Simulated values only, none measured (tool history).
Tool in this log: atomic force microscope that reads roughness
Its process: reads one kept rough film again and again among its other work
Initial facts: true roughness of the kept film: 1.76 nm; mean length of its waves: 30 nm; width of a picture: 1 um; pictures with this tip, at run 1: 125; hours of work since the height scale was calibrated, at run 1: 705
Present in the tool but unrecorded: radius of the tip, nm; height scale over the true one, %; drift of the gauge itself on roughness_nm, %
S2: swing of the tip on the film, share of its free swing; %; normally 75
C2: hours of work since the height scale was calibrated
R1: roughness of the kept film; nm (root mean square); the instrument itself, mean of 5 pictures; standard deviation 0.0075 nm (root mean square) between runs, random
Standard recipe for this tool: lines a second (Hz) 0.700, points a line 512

Run 1, hour 0.0: usual settings; pictures with this tip 125; C2 705. Result: R1 1.336 nm (root mean square).
At hour 24.3: new tip fitted.
Run 2, hour 55.2: usual settings; pictures with this tip 32; C2 728. Result: R1 1.504 nm (root mean square).
Run 3, hour 97.2: usual settings; pictures with this tip 74; C2 745. Result: R1 1.420 nm (root mean square).
Run 4, hour 161.7: usual settings but points a line 989; pictures with this tip 139; C2 772. Result: R1 1.302 nm (root mean square).
At hour 174.2: new tip fitted.
Run 5, hour 242.1: usual settings but points a line 989; pictures with this tip 68; C2 805. Result: R1 1.446 nm (root mean square).
Run 6, hour 303.1: usual settings but points a line 989; pictures with this tip 130; C2 830. Result: R1 1.338 nm (root mean square).
At hour 321.3: new tip fitted.
Run 7, hour 376.5: usual settings but lines a second (Hz) 1.675, points a line 989; pictures with this tip 56; C2 861. Result: R1 1.399 nm (root mean square).
Run 8, hour 462.7: usual settings but lines a second (Hz) 1.675, points a line 989; pictures with this tip 143; C2 897. Result: R1 1.245 nm (root mean square).
At hour 467.9: new tip fitted.
Run 9, hour 526.9: usual settings; pictures with this tip 59; C2 923. Result: R1 1.455 nm (root mean square).
Run 10, hour 575.0: usual settings; pictures with this tip 107; C2 943. Result: R1 1.355 nm (root mean square).
At hour 613.8: new tip fitted.
Run 11, hour 617.3: usual settings; pictures with this tip 4; C2 960. Result: R1 1.572 nm (root mean square).
Run 12, hour 662.3: usual settings but points a line 650; pictures with this tip 49; C2 979. Result: R1 1.472 nm (root mean square).
Run 13, hour 741.4: usual settings but lines a second (Hz) 3.337, S2 79 %, points a line 266; pictures with this tip 129; C2 1012. Result: R1 1.139 nm (root mean square).
At hour 760.8: new tip fitted.
Run 14, hour 813.4: usual settings but lines a second (Hz) 3.337, S2 79 %, points a line 266; pictures with this tip 53; C2 1042. Result: R1 1.272 nm (root mean square).
At hour 817.9: height scale calibrated on a step standard.
Run 15, hour 898.7: usual settings but lines a second (Hz) 3.337, S2 79 %, points a line 266; pictures with this tip 137; C2 34. Result: R1 1.146 nm (root mean square).
At hour 910.7: new tip fitted.
Run 16, hour 978.6: usual settings but lines a second (Hz) 0.548, S2 68 %, points a line 803; pictures with this tip 68; C2 67. Result: R1 1.479 nm (root mean square).
Run 17, hour 1032.8: usual settings but lines a second (Hz) 1.899, S2 70 %, points a line 722; pictures with this tip 123; C2 89. Result: R1 1.301 nm (root mean square).
At hour 1047.7: height scale calibrated on a step standard, once more.
At hour 1054.8: new tip fitted.
Run 18, hour 1122.6: usual settings but lines a second (Hz) 1.899, S2 78 %, points a line 311; pictures with this tip 68; C2 31. Result: R1 1.328 nm (root mean square).
Run 19, hour 1196.8: usual settings but lines a second (Hz) 1.899, S2 78 %, points a line 311; pictures with this tip 143; C2 62. Result: R1 1.209 nm (root mean square).
At hour 1205.2: new tip fitted.
Run 20, hour 1234.9: usual settings but lines a second (Hz) 2.993, S2 73 %, points a line 689; pictures with this tip 30; C2 77. Result: R1 1.394 nm (root mean square).
Run 21, hour 1279.1: usual settings but lines a second (Hz) 0.560, S2 76 %, points a line 958; pictures with this tip 74; C2 96. Result: R1 1.428 nm (root mean square).
Run 22, hour 1321.5: usual settings but lines a second (Hz) 1.060, points a line 471; pictures with this tip 117; C2 113. Result: R1 1.327 nm (root mean square).
At hour 1351.6: new tip fitted.
Run 23, hour 1372.1: usual settings but lines a second (Hz) 1.060, points a line 471; pictures with this tip 20; C2 134. Result: R1 1.495 nm (root mean square).
Run 24, hour 1417.6: usual settings but lines a second (Hz) 1.060, points a line 471; pictures with this tip 66; C2 153. Result: R1 1.394 nm (root mean square).

Here are 5 independent what-if runs from the current tool condition. What would each one return?
At hour 1500.2: new tip fitted.
Run A, hour 1500.2: usual settings but lines a second (Hz) 1.060, points a line 603; pictures with this tip 0; C2 187. Result: R1 ?.
At hour 1500.2: new tip fitted.
Run B, hour 1500.2: usual settings but lines a second (Hz) 2.656, S2 82 %, points a line 492; pictures with this tip 0; C2 187. Result: R1 ?.
At hour 1500.2: new tip fitted.
Run C, hour 1500.2: usual settings but lines a second (Hz) 1.060, S2 77 %, points a line 471; pictures with this tip 0; C2 187. Result: R1 ?.
At hour 1500.2: new tip fitted.
Run D, hour 1500.2: usual settings but lines a second (Hz) 1.154, S2 72 %, points a line 619; pictures with this tip 0; C2 187. Result: R1 ?.
At hour 1500.2: new tip fitted.
Run E, hour 1500.2: usual settings but S2 61 %, points a line 499; pictures with this tip 0; C2 187. Result: R1 ?.

run     R1
  A  1.541
  B  1.380
  C  1.549
  D  1.554
  E  1.597
What these runs would have given with no unlogged condition in the tool:
run     R1
  A  1.552
  B  1.390
  C  1.560
  D  1.565
  E  1.608

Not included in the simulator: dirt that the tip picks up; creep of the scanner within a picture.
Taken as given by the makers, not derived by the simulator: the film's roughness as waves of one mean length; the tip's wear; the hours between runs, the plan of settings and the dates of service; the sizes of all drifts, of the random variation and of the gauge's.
